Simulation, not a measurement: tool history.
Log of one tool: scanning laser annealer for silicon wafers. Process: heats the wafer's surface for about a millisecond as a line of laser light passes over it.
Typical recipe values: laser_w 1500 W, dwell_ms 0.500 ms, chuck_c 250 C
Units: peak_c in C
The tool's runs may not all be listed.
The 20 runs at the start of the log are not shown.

| run | hour | laser_w | dwell_ms | chuck_c | peak_c |
|---|---|---|---|---|---|
| 21 | 467.7 | 1500 | 0.355 | 250 | 894 |
| 22 | 493.6 | 1500 | 0.355 | 250 | 896 |
| 23 | 514.7 | 1500 | 0.500 | 286 | 1056 |
| 24 | 531.6 | 1500 | 0.500 | 286 | 1052 |
| 25 | 553.8 | 1500 | 0.500 | 286 | 1054 |
| 26 | 578.2 | 1430 | 0.383 | 220 | 853 |
|  | 601.6 | optics aligned, line set to its width |
| 27 | 604.9 | 1500 | 0.545 | 230 | 1059 |
| 28 | 632.6 | 1500 | 0.545 | 230 | 1061 |
| 29 | 652.5 | 1446 | 0.500 | 250 | 1009 |
| 30 | 671.3 | 1428 | 0.405 | 253 | 922 |
| 31 | 691.8 | 1428 | 0.405 | 253 | 924 |
| 32 | 705.9 | 1428 | 0.470 | 272 | 994 |
| 33 | 733.9 | 1428 | 0.470 | 272 | 996 |
| 34 | 751.1 | 1500 | 0.356 | 264 | 928 |
| 35 | 766.6 | 1500 | 0.356 | 248 | 913 |
| 36 | 786.1 | 1330 | 0.500 | 250 | 928 |
| 37 | 801.4 | 1622 | 0.500 | 212 | 1085 |
| 38 | 832.7 | 1528 | 0.406 | 229 | 957 |
| 39 | 864.0 | 1429 | 0.385 | 232 | 882 |
| 40 | 890.7 | 1429 | 0.385 | 232 | 881 |
| 41 | 911.0 | 1429 | 0.385 | 232 | 880 |
| 42 | 938.6 | 1491 | 0.500 | 244 | 1022 |

3 ways to go on from here, each from the tool as it stands after run 42. What would each give?
| A | 952.7 | 1504 | 0.379 | 266 | ? |
| B | 952.7 | 1479 | 0.500 | 223 | ? |
| C | 952.7 | 1593 | 0.605 | 237 | ? |

| run | peak_c |
|---|---|
| A | 951 |
| B | 993 |
| C | 1169 |
Take away the tool's hidden state, keep each run's random variation, and the runs would have read:
| run | peak_c |
|---|---|
| A | 982 |
| B | 1028 |
| C | 1210 |
